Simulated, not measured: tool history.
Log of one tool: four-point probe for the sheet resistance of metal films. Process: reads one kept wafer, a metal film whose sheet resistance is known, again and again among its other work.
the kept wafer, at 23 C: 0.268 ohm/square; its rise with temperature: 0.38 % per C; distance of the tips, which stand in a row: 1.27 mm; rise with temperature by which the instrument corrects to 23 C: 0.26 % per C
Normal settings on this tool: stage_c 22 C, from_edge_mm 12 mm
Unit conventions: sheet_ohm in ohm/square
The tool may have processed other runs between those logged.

Run 1, hour 0.0: usual settings. Result: sheet_ohm 0.270684 ohm/square.
Run 2, hour 65.6: usual settings. Result: sheet_ohm 0.270708 ohm/square.
Run 3, hour 131.5: usual settings but stage_c 23 C. Result: sheet_ohm 0.271182 ohm/square.
Run 4, hour 196.4: usual settings but stage_c 23 C. Result: sheet_ohm 0.271063 ohm/square.
Run 5, hour 259.9: usual settings but stage_c 23 C. Result: sheet_ohm 0.271207 ohm/square.
Run 6, hour 309.6: usual settings but stage_c 23 C. Result: sheet_ohm 0.271168 ohm/square.
Run 7, hour 385.4: usual settings but stage_c 26 C. Result: sheet_ohm 0.272305 ohm/square.
Run 8, hour 471.4: usual settings but stage_c 26 C. Result: sheet_ohm 0.272366 ohm/square.
Run 9, hour 578.3: usual settings. Result: sheet_ohm 0.271045 ohm/square.
Run 10, hour 668.5: usual settings. Result: sheet_ohm 0.271135 ohm/square.
Run 11, hour 770.5: usual settings but stage_c 29 C. Result: sheet_ohm 0.273458 ohm/square.
Run 12, hour 862.8: usual settings but stage_c 29 C. Result: sheet_ohm 0.273451 ohm/square.
Run 13, hour 914.7: usual settings. Result: sheet_ohm 0.271158 ohm/square.
Run 14, hour 1001.7: usual settings. Result: sheet_ohm 0.271195 ohm/square.
Run 15, hour 1072.4: usual settings but from_edge_mm 20 mm. Result: sheet_ohm 0.270242 ohm/square.
Run 16, hour 1168.2: usual settings but stage_c 35 C. Result: sheet_ohm 0.275554 ohm/square.
Run 17, hour 1235.4: usual settings but stage_c 35 C. Result: sheet_ohm 0.275569 ohm/square.
Run 18, hour 1281.7: usual settings but stage_c 35 C. Result: sheet_ohm 0.275586 ohm/square.
Run 19, hour 1379.6: usual settings but stage_c 35 C. Result: sheet_ohm 0.275531 ohm/square.
Run 20, hour 1468.9: usual settings but stage_c 35 C. Result: sheet_ohm 0.275598 ohm/square.
Run 21, hour 1514.8: usual settings but stage_c 29 C. Result: sheet_ohm 0.273794 ohm/square.
Run 22, hour 1574.9: usual settings but stage_c 33 C, from_edge_mm 4 mm. Result: sheet_ohm 0.287388 ohm/square.
Run 23, hour 1675.2: usual settings but stage_c 24 C, from_edge_mm 34 mm. Result: sheet_ohm 0.270806 ohm/square.
Run 24, hour 1772.7: usual settings but stage_c 23 C, from_edge_mm 5 mm. Result: sheet_ohm 0.279320 ohm/square.
Run 25, hour 1846.9: usual settings but stage_c 30 C, from_edge_mm 5 mm. Result: sheet_ohm 0.281663 ohm/square.
Run 26, hour 1920.1: usual settings but stage_c 30 C, from_edge_mm 5 mm. Result: sheet_ohm 0.281749 ohm/square.

Run 27 comes next. What will it give?
Run 27, hour 1969.2: usual settings but stage_c 30 C, from_edge_mm 5 mm. Result: sheet_ohm ?.

{"run 27": {"sheet_ohm": 0.281705}}
Without the tool's hidden state the same run would have given sheet_ohm 0.279266 ohm/square.

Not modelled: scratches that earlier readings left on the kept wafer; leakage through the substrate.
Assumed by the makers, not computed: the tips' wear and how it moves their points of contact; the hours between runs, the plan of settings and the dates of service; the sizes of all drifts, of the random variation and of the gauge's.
